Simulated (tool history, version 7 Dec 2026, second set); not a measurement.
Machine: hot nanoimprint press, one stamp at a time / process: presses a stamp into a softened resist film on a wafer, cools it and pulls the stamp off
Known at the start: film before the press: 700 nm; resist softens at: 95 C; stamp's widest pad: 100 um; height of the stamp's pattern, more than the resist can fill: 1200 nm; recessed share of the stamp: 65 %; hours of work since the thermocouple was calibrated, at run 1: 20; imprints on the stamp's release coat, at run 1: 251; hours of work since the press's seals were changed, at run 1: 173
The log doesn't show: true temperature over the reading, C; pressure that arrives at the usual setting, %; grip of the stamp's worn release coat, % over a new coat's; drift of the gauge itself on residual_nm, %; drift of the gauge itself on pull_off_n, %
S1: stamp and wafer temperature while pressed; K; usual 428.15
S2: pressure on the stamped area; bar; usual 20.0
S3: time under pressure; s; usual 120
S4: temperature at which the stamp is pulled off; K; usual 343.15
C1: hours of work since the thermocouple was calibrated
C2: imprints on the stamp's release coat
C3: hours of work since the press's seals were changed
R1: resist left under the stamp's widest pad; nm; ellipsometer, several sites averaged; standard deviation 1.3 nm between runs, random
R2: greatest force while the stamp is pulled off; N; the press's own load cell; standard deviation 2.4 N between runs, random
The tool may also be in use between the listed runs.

run 1 hour=0.0 | S1=428.15 S2=20.0 S3=120 S4=343.15 | C1=20 C2=251 C3=173 | R1=331.0 R2=108
run 2 hour=17.9 | S1=428.15 S2=20.0 S3=120 S4=343.15 | C1=29 C2=299 C3=183 | R1=327.5 R2=110
run 3 hour=45.9 | S1=437.15 S2=20.0 S3=120 S4=343.15 | C1=44 C2=373 C3=198 | R1=228.3 R2=109
run 4 hour=67.6 | S1=428.15 S2=20.0 S3=120 S4=332.15 | C1=56 C2=431 C3=210 | R1=326.1 R2=122
run 5 hour=92.8 | S1=428.15 S2=20.0 S3=120 S4=332.15 | C1=70 C2=498 C3=223 | R1=327.2 R2=121
run 6 hour=118.3 | S1=428.15 S2=20.0 S3=120 S4=343.15 | C1=83 C2=566 C3=237 | R1=325.7 R2=112
run 7 hour=140.7 | S1=428.15 S2=20.0 S3=62 S4=343.15 | C1=95 C2=625 C3=249 | R1=403.0 R2=110
run 8 hour=166.3 | S1=428.15 S2=20.0 S3=62 S4=343.15 | C1=109 C2=694 C3=263 | R1=397.3 R2=114
run 9 hour=195.7 | S1=428.15 S2=12.1 S3=120 S4=343.15 | C1=125 C2=772 C3=279 | R1=418.5 R2=110
run 10 hour=214.9 | S1=428.15 S2=12.1 S3=120 S4=343.15 | C1=135 C2=823 C3=289 | R1=417.8 R2=111
run 11 hour=229.9 | S1=428.15 S2=20.0 S3=152 S4=348.15 | C1=143 C2=863 C3=297 | R1=299.8 R2=107
run 12 hour=259.0 | S1=428.15 S2=20.0 S3=152 S4=348.15 | C1=159 C2=940 C3=313 | R1=296.0 R2=103
run 13 hour=277.7 | S1=428.15 S2=15.7 S3=152 S4=348.15 | C1=169 C2=990 C3=323 | R1=338.9 R2=105
run 14 hour=299.2 | S1=420.15 S2=20.0 S3=189 S4=331.15 | C1=181 C2=1047 C3=334 | R1=386.5 R2=127
-- hour=318.0 gauge calibrated
run 15 hour=321.5 | S1=428.15 S2=13.8 S3=73 S4=342.15 | C1=192 C2=1106 C3=346 | R1=454.6 R2=115
run 16 hour=345.5 | S1=423.15 S2=26.3 S3=106 S4=348.15 | C1=205 C2=1170 C3=359 | R1=363.9 R2=104
run 17 hour=370.9 | S1=428.15 S2=20.0 S3=107 S4=343.15 | C1=219 C2=1238 C3=373 | R1=342.5 R2=114

Forecast run 18:
run 18 hour=400.9 | S1=419.15 S2=20.0 S3=78 S4=343.15 | C1=235 C2=1318 C3=389 | R1=? R2=?

For run 18 the tool returned R1 513.6 nm, R2 111 N.
Take away the tool's hidden state, keep the run-to-run variation as it was, and the same run would have given R1 516.8 nm, R2 111 N.
